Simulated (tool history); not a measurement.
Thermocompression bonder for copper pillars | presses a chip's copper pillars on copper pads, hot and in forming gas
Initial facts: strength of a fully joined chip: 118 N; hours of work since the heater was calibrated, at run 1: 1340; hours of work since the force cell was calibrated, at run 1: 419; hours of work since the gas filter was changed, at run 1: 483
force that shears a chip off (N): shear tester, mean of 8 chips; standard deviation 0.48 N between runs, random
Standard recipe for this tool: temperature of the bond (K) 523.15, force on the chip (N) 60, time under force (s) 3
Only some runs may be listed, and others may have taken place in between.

run	hour	temperature of the bond (K)	force on the chip (N)	time under force (s)	hours of work since the heater was calibrated	hours of work since the force cell was calibrated	hours of work since the gas filter was changed	force that shears a chip off (N)
1	0.0	523.15	60	3	1340	419	483	73.2
# hour 25.4: forming gas filter changed
2	49.4	523.15	60	3	1360	440	10	82.5
3	109.1	523.15	60	3	1385	465	35	80.7
4	153.5	523.15	60	3	1404	483	54	80.3
5	206.2	523.15	60	3	1426	506	76	81.4
6	283.7	523.15	60	3	1458	538	108	80.3
7	332.2	523.15	60	5	1479	558	128	90.5
8	381.7	523.15	60	5	1499	579	149	89.6
9	439.0	523.15	60	5	1523	603	173	88.4
10	516.0	523.15	60	3	1555	635	205	78.6
11	596.4	525.15	60	3	1589	669	239	79.2
12	667.1	523.15	60	3	1619	698	268	77.6
13	709.6	523.15	60	3	1636	716	286	77.2
14	755.2	523.15	60	3	1656	735	305	77.6
15	813.8	523.15	61	4	1680	760	330	83.2
16	866.3	528.15	60	3	1702	782	352	77.9
# hour 884.8: heater calibrated with a thermocouple chip
17	913.4	523.15	64	3	12	801	371	71.8
18	984.4	523.15	43	7	42	830	400	71.3
19	1038.6	523.15	43	7	64	853	423	70.6
20	1101.8	516.15	56	2	91	879	449	53.0
21	1163.0	516.15	56	2	116	905	475	51.8
# hour 1207.7: forming gas filter changed
22	1220.1	495.15	36	5	140	929	5	46.3
23	1293.7	529.15	73	3	171	959	36	86.7
24	1346.8	549.15	38	3	193	982	58	67.5
25	1406.7	530.15	47	3	218	1007	83	66.6
26	1471.8	530.15	47	3	245	1034	110	66.8
27	1552.0	516.15	84	4	279	1067	144	89.2
28	1605.9	516.15	84	4	301	1090	167	88.7

4 options for the next run, each taken on its own from the tool as it stands now. Forecast them:
A	1677.1	538.15	84	4	331	1120	196	?
B	1677.1	552.15	86	3	331	1120	196	?
C	1677.1	523.15	37	8	331	1120	196	?
D	1677.1	537.15	52	5	331	1120	196	?

run	force that shears a chip off (N)
A	98.8
B	99.8
C	70.9
D	83.9
With no hidden state in the tool, these same runs would have given:
run	force that shears a chip off (N)
A	103.6
B	104.7
C	74.4
D	88.0

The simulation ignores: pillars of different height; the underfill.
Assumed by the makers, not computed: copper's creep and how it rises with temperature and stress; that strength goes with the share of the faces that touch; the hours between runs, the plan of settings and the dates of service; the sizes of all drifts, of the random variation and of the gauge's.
